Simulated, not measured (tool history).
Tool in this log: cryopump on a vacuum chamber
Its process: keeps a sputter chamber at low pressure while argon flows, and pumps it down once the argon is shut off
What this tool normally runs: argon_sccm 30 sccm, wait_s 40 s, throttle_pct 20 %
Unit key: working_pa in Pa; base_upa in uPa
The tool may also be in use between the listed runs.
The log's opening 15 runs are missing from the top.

run   hour  argon_sccm  wait_s  throttle_pct  working_pa  base_upa
     389.5  -- pump warmed up, emptied and cooled again
 16  416.6          20      40            20      0.1024      1.68
 17  452.7          16     229            46      0.0367      0.55
 18  494.9          20      24            49      0.0444      2.62
 19  531.7          13      40            40      0.0360      1.79
 20  569.5          23     163            46      0.0545      0.73
 21  591.5          31      40            20      0.1645      1.79
 22  622.5          30     115            17      0.1874      0.93
 23  659.5          30     107            20      0.1604      1.00
 24  680.2          16     260            58      0.0323      0.70

The next listed run, before its measurement:
 25  704.5          16     260            58           ?         ?

working_pa: 0.0334 Pa
base_upa: 0.72 uPa
Had the tool carried no hidden state, the very same run would have given working_pa 0.0289 Pa, base_upa 0.40 uPa.

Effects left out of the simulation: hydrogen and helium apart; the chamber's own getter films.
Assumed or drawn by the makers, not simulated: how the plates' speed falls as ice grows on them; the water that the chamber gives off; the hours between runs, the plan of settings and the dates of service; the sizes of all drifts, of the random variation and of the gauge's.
